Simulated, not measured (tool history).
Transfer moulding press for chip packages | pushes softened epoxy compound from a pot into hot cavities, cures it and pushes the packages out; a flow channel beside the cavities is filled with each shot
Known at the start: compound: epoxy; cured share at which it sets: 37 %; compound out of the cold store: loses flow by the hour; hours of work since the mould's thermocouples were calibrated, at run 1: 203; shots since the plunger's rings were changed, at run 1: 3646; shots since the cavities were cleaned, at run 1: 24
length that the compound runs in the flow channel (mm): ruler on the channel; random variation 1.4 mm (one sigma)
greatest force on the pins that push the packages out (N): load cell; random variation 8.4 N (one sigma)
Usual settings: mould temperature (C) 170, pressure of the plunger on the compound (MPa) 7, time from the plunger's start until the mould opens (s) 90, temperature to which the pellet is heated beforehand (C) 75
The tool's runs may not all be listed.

run	hour	mould temperature (C)	pressure of the plunger on the compound (MPa)	time from the plunger's start until the mould opens (s)	temperature to which the pellet is heated beforehand (C)	hours of work since the mould's thermocouples were calibrated	shots since the plunger's rings were changed	shots since the cavities were cleaned	incoming compound's hours out of the cold store	length that the compound runs in the flow channel (mm)	greatest force on the pins that push the packages out (N)
1	0	170	7	90	75	203	3646	24	36.6	505	375
2	12.9	170	7	90	75	210	3805	183	22	539	382
3	22.9	170	7	90	75	216	3927	305	10	568	401
# hour 35.6: cavities cleaned with cleaning compound and waxed
4	39.2	170	7	90	75	225	4108	44	10.6	567	389
5	49.4	170	7	90	83	231	4233	169	46.5	483	360
6	59.1	170	7	90	83	236	4353	289	33.1	514	368
7	69.8	170	7	117	75	242	4484	420	31.9	514	282
# hour 73.3: cavities cleaned with cleaning compound and waxed
# hour 83.4: plunger's sealing rings changed
8	83.4	170	7	90	75	248	0	94	47.2	483	350
9	90.7	170	6.79	90	75	252	89	183	25.2	524	388
10	103.3	170	6.79	90	75	260	243	337	23.2	527	375
# hour 113.9: cavities cleaned with cleaning compound and waxed
11	120.6	170	7	100	75	269	438	82	24.5	533	300
12	130.2	170	7	100	75	275	555	199	21.2	540	319
13	144.8	168	7	100	75	283	734	378	39.7	501	346
# hour 151.3: cavities cleaned with cleaning compound and waxed
14	161.3	170	7	90	75	292	918	123	15.7	553	375
15	171.5	166	8.28	90	81	298	1043	248	46.1	532	457
16	186.6	174	7	90	68	307	1228	433	23.6	527	315
# hour 189.2: cavities cleaned with cleaning compound and waxed
17	199.4	172	7	105	68	313	1367	125	32.8	509	286
18	207.9	172	7	105	68	318	1471	229	46.6	480	287
19	222.4	170	7.88	109	83	327	1648	406	11.1	598	301
# hour 227.4: cavities cleaned with cleaning compound and waxed
20	240.1	170	5.52	90	75	336	1847	156	17	489	382
21	248.8	178	7	90	66	341	1953	262	31.2	506	285
22	261.6	164	6.46	90	75	349	2110	419	23	523	582
# hour 265.5: cavities cleaned with cleaning compound and waxed
23	275	164	8.19	79	69	356	2257	118	46.7	535	752
24	287.5	170	6.82	116	75	363	2409	270	16.5	543	277
25	294.7	170	6.82	116	75	367	2498	359	23.1	529	295
# hour 303.4: cavities cleaned with cleaning compound and waxed
26	303.4	170	6.82	116	75	371	2585	0	23.6	526	275
27	318	170	6.82	116	75	380	2765	180	15.7	546	292
28	334.5	170	6.82	97	74	389	2967	382	8.1	564	346

3 ways to go on from here, each from the tool as it stands after run 28. What would each give?
# hour 341.8: cavities cleaned with cleaning compound and waxed
A	351.9	170	5.8	97	74	399	3162	124	43.4	?	?
# hour 341.8: cavities cleaned with cleaning compound and waxed
B	351.9	170	5.87	97	74	399	3162	124	31.3	?	?
# hour 341.8: cavities cleaned with cleaning compound and waxed
C	351.9	170	6.95	90	77	399	3162	124	24.1	?	?

run	length that the compound runs in the flow channel (mm)	greatest force on the pins that push the packages out (N)
A	445	319
B	471	314
C	530	366
Without the tool's hidden state the same runs would have given:
run	length that the compound runs in the flow channel (mm)	greatest force on the pins that push the packages out (N)
A	445	318
B	472	312
C	530	364

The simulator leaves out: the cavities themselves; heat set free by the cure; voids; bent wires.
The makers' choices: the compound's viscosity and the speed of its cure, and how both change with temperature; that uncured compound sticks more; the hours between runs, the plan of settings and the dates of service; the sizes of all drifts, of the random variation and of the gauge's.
